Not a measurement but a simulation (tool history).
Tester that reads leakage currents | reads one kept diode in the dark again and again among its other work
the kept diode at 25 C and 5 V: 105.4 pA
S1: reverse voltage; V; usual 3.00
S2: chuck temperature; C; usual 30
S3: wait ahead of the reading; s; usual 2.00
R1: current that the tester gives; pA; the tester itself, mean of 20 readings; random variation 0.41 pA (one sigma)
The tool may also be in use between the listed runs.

run	hour	S1	S2	S3	R1
1	0.0	3.00	30	2.00	130.62
2	70.1	3.00	30	2.00	130.91
3	221.5	3.00	35	2.00	199.47
4	360.1	3.00	35	2.00	199.66
5	472.7	3.00	30	0.45	130.11
6	558.4	7.33	30	0.45	180.81
7	634.9	3.00	30	5.72	128.76
8	709.0	3.00	30	2.00	128.40
9	851.7	3.00	30	2.00	128.08
10	949.8	3.00	30	2.00	127.89
11	1065.6	3.00	24	2.00	75.98
12	1162.3	3.00	24	2.00	75.56
13	1309.0	3.00	24	2.00	75.52
# hour 1321.5: chuck's temperature calibrated
14	1458.3	3.00	24	2.00	83.57
15	1527.3	3.00	56	2.00	1101.13
16	1610.7	3.00	56	2.00	1098.10
# hour 1662.6: probe card cleaned and baked
17	1732.3	3.00	30	5.36	136.35
18	1869.8	3.00	30	5.36	136.21
19	2010.1	4.39	22	1.02	76.58
20	2137.7	10.44	26	4.42	150.42
21	2273.7	11.67	52	2.10	1306.73
22	2404.9	11.67	52	2.10	1300.00
23	2509.9	11.67	52	2.10	1290.83
24	2621.7	3.00	23	2.00	72.35
25	2703.1	3.00	23	2.00	72.24
26	2818.6	13.59	23	2.00	131.32
27	2961.1	4.31	30	0.41	152.47
28	3053.4	3.00	31	2.00	144.19
29	3125.4	1.59	30	2.43	104.21
30	3210.1	1.59	30	2.43	104.06
31	3295.0	6.50	30	5.42	176.80
# hour 3332.4: probe card cleaned and baked
32	3390.0	1.82	46	2.00	406.64
33	3531.3	1.82	46	0.66	402.78
34	3671.5	1.73	45	6.32	364.20
35	3763.4	17.17	40	6.04	556.98
36	3898.2	3.00	39	0.30	272.73

Hidden state or all else? Some run-to-run changes of R1, split into what the settings, what came in and random variation would give without the hidden state, and what is left for the hidden state (with any gauge scatter that isn't in both results):
The hidden state here: stray current of the dirty probe card, pA a volt; current scale over the true one, %; true chuck temperature over the reading, C; drift of the gauge itself on leakage_pa, %.
Run 14 -> 15: S2 24 -> 56. R1 +1017.56 pA: hidden state +2.74, all else +1014.82.
Run 20 -> 21: S1 10.44 -> 11.67, S2 26 -> 52, S3 4.42 -> 2.10. R1 +1156.31 pA: hidden state -21.67, all else +1177.98.
Run 23 -> 24: S1 11.67 -> 3.00, S2 52 -> 23, S3 2.10 -> 2.00. R1 -1218.48 pA: hidden state +28.45, all else -1246.93.
Run 31 -> 32: S1 6.50 -> 1.82, S2 30 -> 46, S3 5.42 -> 2.00, probe card cleaned and baked. R1 +229.84 pA: hidden state -19.60, all else +249.44.
